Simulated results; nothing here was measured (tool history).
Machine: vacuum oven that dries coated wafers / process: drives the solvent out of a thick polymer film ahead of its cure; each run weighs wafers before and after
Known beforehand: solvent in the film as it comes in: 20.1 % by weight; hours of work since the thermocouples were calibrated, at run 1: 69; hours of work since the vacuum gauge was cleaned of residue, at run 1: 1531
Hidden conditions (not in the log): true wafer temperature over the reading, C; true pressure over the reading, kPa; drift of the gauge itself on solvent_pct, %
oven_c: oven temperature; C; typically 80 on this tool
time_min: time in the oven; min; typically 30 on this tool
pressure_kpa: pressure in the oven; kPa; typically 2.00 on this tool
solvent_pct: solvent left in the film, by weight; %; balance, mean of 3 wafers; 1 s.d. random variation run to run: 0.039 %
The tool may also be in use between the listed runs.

run	hour	oven_c	time_min	pressure_kpa	hours of work since the thermocouples were calibrated	hours of work since the vacuum gauge was cleaned of residue	solvent_pct
1	0.0	80	30	2.00	69	1531	1.17
2	55.6	80	30	2.00	99	1561	1.30
3	91.4	80	30	2.00	118	1580	1.24
4	126.4	80	30	2.00	136	1598	1.27
5	170.1	80	30	2.00	160	1621	1.23
6	225.3	80	30	2.00	189	1651	1.27
7	287.5	80	30	3.96	222	1684	1.76
8	325.3	80	30	3.96	242	1704	1.81
9	396.3	80	30	2.00	280	1741	1.21
10	431.8	80	30	2.00	298	1760	1.21
11	469.4	69	41	7.57	318	1780	5.48
12	538.4	69	41	7.57	355	1817	5.44
13	597.1	69	41	7.57	386	1848	5.51
14	648.9	69	41	7.57	413	1875	5.53
15	720.2	74	41	7.57	451	1913	3.54
16	791.2	71	18	7.21	489	1951	8.29
17	862.5	71	18	7.21	527	1988	8.26
18	932.0	65	49	2.00	564	2025	4.24
19	999.1	65	49	2.00	599	2061	4.26
20	1056.2	85	23	7.95	629	2091	2.23

Measured result minus the same run's result without the hidden state. Both carry the same run-to-run variation, though not necessarily the same gauge scatter:
run	solvent_pct
1	+0.01
2	+0.01
3	+0.01
4	+0.01
5	+0.02
6	+0.01
7	+0.02
8	+0.01
9	+0.01
10	+0.01
11	+0.03
12	+0.03
13	+0.03
14	+0.03
15	+0.02
16	+0.03
17	+0.03
18	+0.04
19	+0.04
20	+0.02
